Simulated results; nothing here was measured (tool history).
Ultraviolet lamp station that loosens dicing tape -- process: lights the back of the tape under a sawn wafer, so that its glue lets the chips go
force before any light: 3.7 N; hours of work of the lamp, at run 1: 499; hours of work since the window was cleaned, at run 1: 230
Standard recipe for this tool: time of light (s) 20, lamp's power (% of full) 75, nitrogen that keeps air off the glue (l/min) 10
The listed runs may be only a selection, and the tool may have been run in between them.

run     day  time of light (s)  lamp's power (% of full)  nitrogen that keeps air off the glue (l/min)  hours of work of the lamp  hours of work since the window was cleaned  force that peels the tape off (N)  light that reached the tape (mJ/cm²)
  1       0                 20                        75                                            10                        499                                         230                                0.7                                   350
  2   0.917                 20                        75                                            10                        511                                         242                              0.723                                   349
  3   2.133                 20                        75                                            10                        529                                         260                              0.744                                   344
  4   2.812                 20                        75                                            10                        538                                         269                               0.73                                   343
  5   3.742                 20                        75                                            10                        551                                         282                              0.743                                   342
  6   4.442                 20                        75                                            10                        561                                         292                              0.756                                   337
  7   5.796                 20                        75                                            10                        580                                         311                              0.787                                   334
  8   6.521                 20                        75                                            10                        591                                         322                              0.794                                   329
  9   7.292                 20                        75                                            10                        601                                         332                              0.778                                   326
 10   8.346                 20                        75                                            10                        616                                         347                              0.792                                   327
 11   9.529                 20                        75                                            10                        633                                         364                              0.787                                   320
 12   10.25                 20                        75                                            10                        643                                         374                              0.814                                   314
 13  11.012                 20                        75                                            10                        654                                         385                              0.797                                   311
 14  11.983                 20                        75                                            10                        668                                         399                              0.821                                   313
 15  12.746                 20                        78                                             3                        678                                         409                              1.383                                   318
 16  14.083                 29                        75                                            10                        697                                         428                              0.544                                   447
 17  15.471                 20                        93                                            10                        717                                         448                              0.658                                   372
 18  16.354                 11                        70                                             4                        729                                         460                               2.12                                   153
      16.45  -- window cleaned of glue's vapour
 19  17.162                 11                        77                                            10                        740                                          10                              1.681                                   166
 20  18.617                 11                        77                                            10                        761                                          31                              1.627                                   165
 21  19.683                 22                        74                                            10                        776                                          46                              0.858                                   304
 22   21.15                 22                        74                                            10                        797                                          66                              0.878                                   301
 23  21.762                 15                        70                                            14                        805                                          75                              1.292                                   193
 24  22.596                 18                        80                                            16                        817                                          87                              0.864                                   262
     23.217  -- window cleaned of glue's vapour, once more
 25  23.867                 20                        75                                             3                        835                                           9                              1.388                                   304
 26  24.929                 20                        75                                             3                        850                                          24                              1.423                                   295
 27  25.992                 20                        75                                             3                        865                                          39                              1.411                                   293

Below are 4 alternative next runs, each starting from the tool's condition after run 27. Predict each:
  A  27.221                 11                        89                                             7                        882                                          56                                  ?                                     ?
  B  27.221                 27                        75                                             4                        882                                          56                                  ?                                     ?
  C  27.221                 20                        92                                            10                        882                                          56                                  ?                                     ?
  D  27.221                 16                        83                                             3                        882                                          56                                  ?                                     ?

run  force that peels the tape off (N)  light that reached the tape (mJ/cm²)
  A                              1.567                                   189
  B                              0.959                                   388
  C                              0.701                                   359
  D                              1.623                                   260
The same runs, with their run-to-run variation unchanged, on a tool lacking any hidden condition would have given:
run  force that peels the tape off (N)  light that reached the tape (mJ/cm²)
  A                              1.027                                   295
  B                              0.545                                   605
  C                              0.395                                   557
  D                              1.074                                   404
